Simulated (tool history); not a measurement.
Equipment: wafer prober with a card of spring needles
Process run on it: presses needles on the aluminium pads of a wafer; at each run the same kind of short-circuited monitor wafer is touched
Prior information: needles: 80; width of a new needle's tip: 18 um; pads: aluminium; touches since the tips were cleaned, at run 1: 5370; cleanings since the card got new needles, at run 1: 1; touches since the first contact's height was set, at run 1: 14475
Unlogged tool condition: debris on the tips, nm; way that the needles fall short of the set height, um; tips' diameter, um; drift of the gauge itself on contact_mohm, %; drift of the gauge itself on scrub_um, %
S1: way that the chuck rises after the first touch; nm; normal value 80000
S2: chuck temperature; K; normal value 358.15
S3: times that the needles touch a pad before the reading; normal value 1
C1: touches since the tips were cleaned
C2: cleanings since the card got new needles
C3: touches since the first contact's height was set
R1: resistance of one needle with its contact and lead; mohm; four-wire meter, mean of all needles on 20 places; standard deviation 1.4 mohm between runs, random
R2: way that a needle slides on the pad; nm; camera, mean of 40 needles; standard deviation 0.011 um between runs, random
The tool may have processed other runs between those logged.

run     day     S1      S2  S3    C1  C2      C3   R1     R2
  1       0  80000  358.15   1  5370   1   14475  187  11550
      0.942  -- tips cleaned on abrasive film
  2   1.283  80000  358.15   1  1311   2   19365  147  11520
  3   2.592  80000  358.15   1  6316   2   24370  188  11530
      3.338  -- tips cleaned on abrasive film
  4   3.454  80000  358.15   1   437   3   27653  138  11530
  5   4.596  80000  358.15   1  4814   3   32030  185  11520
  6   5.388  80000  358.15   1  7833   3   35049  195  11520
      5.658  -- tips cleaned on abrasive film
  7   6.646  80000  358.15   1  3781   4   39851  177  11540
  8   7.512  80000  358.15   1  7106   4   43176  194  11550
          8  -- tips cleaned on abrasive film
  9   8.304  80000  358.15   3  1167   5   46190  132  11540
 10   9.196  80000  358.15   1  4574   5   49597  182  11520
 11   9.967  80000  358.15   1  7526   5   52549  194  11490
     10.346  -- tips cleaned on abrasive film
 12  10.742  80000  358.15   1  1527   6   55498  154  11500
 13  11.592  80000  358.15   1  4770   6   58741  184  11500
     12.679  -- tips cleaned on abrasive film
 14  12.812  80000  358.15   2   523   7   63408  135  11520
 15  13.971  87000  397.15   1  4953   7   67838  179  12510
     15.104  -- tips cleaned on abrasive film
 16  15.304  70000  335.15   1   760   8   72918  143  10060
 17  15.975  70000  335.15   1  3333   8   75491  185  10060
 18  17.246  78000  319.15   1  8188   8   80346  197  11210
     17.442  -- tips cleaned on abrasive film
 19  18.388  79000  312.15   1  3619   9   84697  175  11370
 20  19.417  68000  302.15   2  7558   9   88636  180   9760
     19.775  -- tips cleaned on abrasive film
 21  20.638  68000  302.15   2  3303  10   93295  160   9780
 22  21.929  77000  302.15   2  8240  10   98232  168  11050
     22.112  -- tips cleaned on abrasive film
 23  22.712  77000  302.15   2  2281  11  101207  145  11050
 24  23.408  87000  322.15   2  4955  11  103881  151  12490
 25  23.958  87000  322.15   1  7047  11  105973  181  12500
     24.508  -- tips cleaned on abrasive film
 26  24.712  62000  313.15   1   779  12  108848  149   8890

Below are 4 alternative next runs, each starting from the tool's condition after run 26. Predict each:
  A  25.629  80000  356.15   1  4281  12  112350   ?   ?
  B  25.629  62000  316.15   2  4281  12  112350   ?   ?
  C  25.629  80000  358.15   3  4281  12  112350   ?   ?
  D  25.629  62000  315.15   3  4281  12  112350   ?   ?

run   R1     R2
  A  182  11480
  B  176   8880
  C  144  11480
  D  154   8870
Had the tool no hidden state, the same runs would have come out as:
run   R1     R2
  A  125  11560
  B  121   8950
  C  124  11560
  D  121   8940
